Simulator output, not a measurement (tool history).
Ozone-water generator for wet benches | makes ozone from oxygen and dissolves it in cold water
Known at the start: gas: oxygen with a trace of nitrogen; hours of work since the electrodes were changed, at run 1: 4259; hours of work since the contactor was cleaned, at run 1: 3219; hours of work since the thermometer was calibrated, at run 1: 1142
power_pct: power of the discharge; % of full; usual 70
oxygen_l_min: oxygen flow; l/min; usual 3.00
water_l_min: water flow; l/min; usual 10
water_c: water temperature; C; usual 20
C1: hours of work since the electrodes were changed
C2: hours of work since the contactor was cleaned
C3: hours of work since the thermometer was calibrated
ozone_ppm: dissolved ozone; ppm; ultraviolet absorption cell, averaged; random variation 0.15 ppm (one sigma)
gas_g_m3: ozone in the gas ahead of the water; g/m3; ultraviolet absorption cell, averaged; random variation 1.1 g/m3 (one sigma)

run 1 day=0.000 | power_pct=70 oxygen_l_min=3.00 water_l_min=10 water_c=20 | C1=4259 C2=3219 C3=1142 | ozone_ppm=16.5 gas_g_m3=171.6
run 2 day=4.675 | power_pct=70 oxygen_l_min=3.00 water_l_min=10 water_c=20 | C1=4335 C2=3296 C3=1218 | ozone_ppm=16.3 gas_g_m3=172.4
run 3 day=10.817 | power_pct=59 oxygen_l_min=3.00 water_l_min=10 water_c=20 | C1=4435 C2=3396 C3=1318 | ozone_ppm=14.3 gas_g_m3=151.0
run 4 day=19.012 | power_pct=59 oxygen_l_min=3.00 water_l_min=10 water_c=20 | C1=4569 C2=3529 C3=1452 | ozone_ppm=14.2 gas_g_m3=150.6
run 5 day=25.162 | power_pct=59 oxygen_l_min=3.00 water_l_min=10 water_c=20 | C1=4669 C2=3630 C3=1552 | ozone_ppm=13.9 gas_g_m3=150.9
run 6 day=30.258 | power_pct=70 oxygen_l_min=3.00 water_l_min=10 water_c=20 | C1=4752 C2=3713 C3=1635 | ozone_ppm=16.0 gas_g_m3=169.2
run 7 day=36.538 | power_pct=70 oxygen_l_min=3.00 water_l_min=10 water_c=20 | C1=4855 C2=3815 C3=1738 | ozone_ppm=15.9 gas_g_m3=169.0
run 8 day=41.871 | power_pct=70 oxygen_l_min=3.00 water_l_min=10 water_c=16 | C1=4942 C2=3902 C3=1825 | ozone_ppm=17.0 gas_g_m3=168.1
run 9 day=49.012 | power_pct=70 oxygen_l_min=3.00 water_l_min=10 water_c=16 | C1=5058 C2=4019 C3=1941 | ozone_ppm=16.8 gas_g_m3=167.5
-- day=55.483 contactor cleaned
run 10 day=56.462 | power_pct=88 oxygen_l_min=4.36 water_l_min=10 water_c=12 | C1=5177 C2=16 C3=2060 | ozone_ppm=21.3 gas_g_m3=159.8
run 11 day=62.379 | power_pct=56 oxygen_l_min=4.36 water_l_min=7 water_c=20 | C1=5273 C2=113 C3=2157 | ozone_ppm=17.1 gas_g_m3=114.1
run 12 day=69.771 | power_pct=42 oxygen_l_min=2.19 water_l_min=7 water_c=20 | C1=5394 C2=233 C3=2277 | ozone_ppm=15.7 gas_g_m3=140.7
run 13 day=76.304 | power_pct=75 oxygen_l_min=3.78 water_l_min=9 water_c=14 | C1=5501 C2=340 C3=2384 | ozone_ppm=20.1 gas_g_m3=153.4
run 14 day=82.538 | power_pct=91 oxygen_l_min=3.78 water_l_min=9 water_c=14 | C1=5602 C2=441 C3=2485 | ozone_ppm=23.0 gas_g_m3=176.3
run 15 day=90.367 | power_pct=82 oxygen_l_min=3.00 water_l_min=8 water_c=20 | C1=5730 C2=569 C3=2613 | ozone_ppm=21.5 gas_g_m3=184.3
run 16 day=98.462 | power_pct=82 oxygen_l_min=3.00 water_l_min=8 water_c=20 | C1=5862 C2=701 C3=2745 | ozone_ppm=21.5 gas_g_m3=184.9
run 17 day=105.417 | power_pct=70 oxygen_l_min=2.82 water_l_min=10 water_c=20 | C1=5975 C2=815 C3=2859 | ozone_ppm=16.1 gas_g_m3=172.7

Measured less the same run without the tool's hidden state. The same run-to-run variation is in both; the gauge's scatter may not be:
The hidden state here: yield of the discharge, % of new electrodes'; contactor's efficiency, % of a clean one's; true water temperature over the reading, C; drift of the gauge itself on ozone_ppm, %; drift of the gauge itself on gas_g_m3, %.
run=1 ozone_ppm=-2.3 gas_g_m3=-18.1
run=2 ozone_ppm=-2.3 gas_g_m3=-18.6
run=3 ozone_ppm=-1.9 gas_g_m3=-14.4
run=4 ozone_ppm=-1.9 gas_g_m3=-14.7
run=5 ozone_ppm=-1.9 gas_g_m3=-15.1
run=6 ozone_ppm=-2.5 gas_g_m3=-20.0
run=7 ozone_ppm=-2.6 gas_g_m3=-20.4
run=8 ozone_ppm=-2.8 gas_g_m3=-20.8
run=9 ozone_ppm=-2.8 gas_g_m3=-21.3
run=10 ozone_ppm=-3.4 gas_g_m3=-24.5
run=11 ozone_ppm=-2.0 gas_g_m3=-12.3
run=12 ozone_ppm=-1.4 gas_g_m3=-11.3
run=13 ozone_ppm=-3.2 gas_g_m3=-22.3
run=14 ozone_ppm=-4.2 gas_g_m3=-30.1
run=15 ozone_ppm=-3.8 gas_g_m3=-29.9
run=16 ozone_ppm=-3.8 gas_g_m3=-30.9
run=17 ozone_ppm=-2.7 gas_g_m3=-26.0

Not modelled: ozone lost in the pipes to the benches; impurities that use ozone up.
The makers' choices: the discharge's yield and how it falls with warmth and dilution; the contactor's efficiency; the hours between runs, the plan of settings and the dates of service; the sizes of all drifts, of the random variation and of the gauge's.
